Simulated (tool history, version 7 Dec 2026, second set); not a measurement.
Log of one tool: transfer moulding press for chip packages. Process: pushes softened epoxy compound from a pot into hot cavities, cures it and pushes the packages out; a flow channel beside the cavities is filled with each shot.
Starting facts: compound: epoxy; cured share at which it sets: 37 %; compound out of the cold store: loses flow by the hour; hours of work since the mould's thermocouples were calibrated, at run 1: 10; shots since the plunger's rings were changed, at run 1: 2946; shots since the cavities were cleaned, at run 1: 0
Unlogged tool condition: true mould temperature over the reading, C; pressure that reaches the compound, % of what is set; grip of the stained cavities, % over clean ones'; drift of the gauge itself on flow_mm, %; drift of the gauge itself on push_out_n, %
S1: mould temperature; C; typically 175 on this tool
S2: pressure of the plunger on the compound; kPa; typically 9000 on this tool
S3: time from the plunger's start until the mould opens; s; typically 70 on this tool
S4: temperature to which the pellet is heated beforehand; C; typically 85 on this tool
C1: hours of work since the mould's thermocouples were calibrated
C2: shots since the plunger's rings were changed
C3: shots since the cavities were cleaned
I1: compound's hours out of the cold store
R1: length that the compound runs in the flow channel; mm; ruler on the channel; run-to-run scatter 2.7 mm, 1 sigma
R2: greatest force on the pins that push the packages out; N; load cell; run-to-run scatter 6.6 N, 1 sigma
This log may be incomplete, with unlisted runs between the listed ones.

run	day	S1	S2	S3	S4	C1	C2	C3	I1	R1	R2
1	0.000	175	9000	70	85	10	2946	0	29.4	537	259
2	0.792	175	9000	70	85	21	3201	255	16.1	554	358
# day 1.379: cavities cleaned with cleaning compound and waxed
3	1.629	175	9000	51	85	31	3449	80	43.6	511	657
4	2.546	175	9000	70	85	44	3743	374	29.5	529	366
# day 2.746: cavities cleaned with cleaning compound and waxed
5	3.288	175	10760	70	85	53	3961	174	43.1	560	320
6	4.025	175	10760	70	85	63	4198	411	19.7	582	416
# day 4.162: cavities cleaned with cleaning compound and waxed
7	4.696	175	10760	70	85	71	4393	172	47.0	554	311
# day 5.558: cavities cleaned with cleaning compound and waxed
8	5.571	175	10760	70	85	82	4654	4	14.7	583	276
9	6.162	175	10760	70	85	90	4844	194	10.2	589	342
# day 6.917: plunger's sealing rings changed
10	6.942	171	10760	70	85	99	8	410	14.4	656	541
# day 7.083: cavities cleaned with cleaning compound and waxed
11	7.583	175	9000	69	85	107	194	160	46.2	551	326
12	8.329	175	9000	69	85	117	433	399	14.6	584	414
# day 8.462: cavities cleaned with cleaning compound and waxed
13	8.971	175	9000	69	85	124	619	163	11.1	596	360
14	9.421	175	9000	69	85	130	764	308	10.2	594	405
# day 9.838: cavities cleaned with cleaning compound and waxed
15	10.292	175	9000	69	85	141	1023	145	42.4	538	329
16	10.675	175	9000	69	85	146	1145	267	30.6	553	375
# day 11.238: cavities cleaned with cleaning compound and waxed
17	11.279	175	9000	74	79	154	1320	14	13.6	580	265
18	11.712	175	9520	51	79	160	1458	152	22.0	583	810
19	12.425	175	9520	51	79	169	1688	382	30.4	566	973
# day 12.617: cavities cleaned with cleaning compound and waxed
20	12.971	175	9520	94	80	176	1843	114	41.0	550	201
21	13.600	175	9520	94	80	184	2045	316	13.7	594	239
# day 14.058: cavities cleaned with cleaning compound and waxed
22	14.171	170	7410	99	81	191	2208	37	39.7	493	208
23	14.929	170	9000	70	85	201	2450	279	19.6	575	523
# day 15.450: cavities cleaned with cleaning compound and waxed
24	15.875	170	9000	84	90	213	2735	137	44.5	531	277
25	16.433	175	9000	63	85	220	2914	316	30.2	540	496
# day 16.867: cavities cleaned with cleaning compound and waxed
26	16.971	177	9000	70	94	227	3066	34	31.2	531	257
27	17.671	173	9640	86	79	236	3291	259	30.7	555	261
28	18.075	173	7480	55	83	242	3420	388	40.6	477	836

How would selected steps in R1 from run to run divide? Give the signed amount a tool lacking its hidden state would still show from settings, what came in and random variation, and the signed amount left for the hidden state, including any gauge scatter that is not in both of the compared results.
Run 7 -> 8: cavities cleaned with cleaning compound and waxed. R1 +29 mm: hidden state -8, all else +37.
Run 9 -> 10: S1 175 -> 171, plunger's sealing rings changed. R1 +67 mm: hidden state +66, all else +1.
Run 10 -> 11: S1 171 -> 175, S2 10760 -> 9000, S3 70 -> 69, cavities cleaned with cleaning compound and waxed. R1 -105 mm: hidden state -2, all else -103.
Run 21 -> 22: S1 175 -> 170, S2 9520 -> 7410, S3 94 -> 99, S4 80 -> 81, cavities cleaned with cleaning compound and waxed. R1 -101 mm: hidden state +3, all else -104.

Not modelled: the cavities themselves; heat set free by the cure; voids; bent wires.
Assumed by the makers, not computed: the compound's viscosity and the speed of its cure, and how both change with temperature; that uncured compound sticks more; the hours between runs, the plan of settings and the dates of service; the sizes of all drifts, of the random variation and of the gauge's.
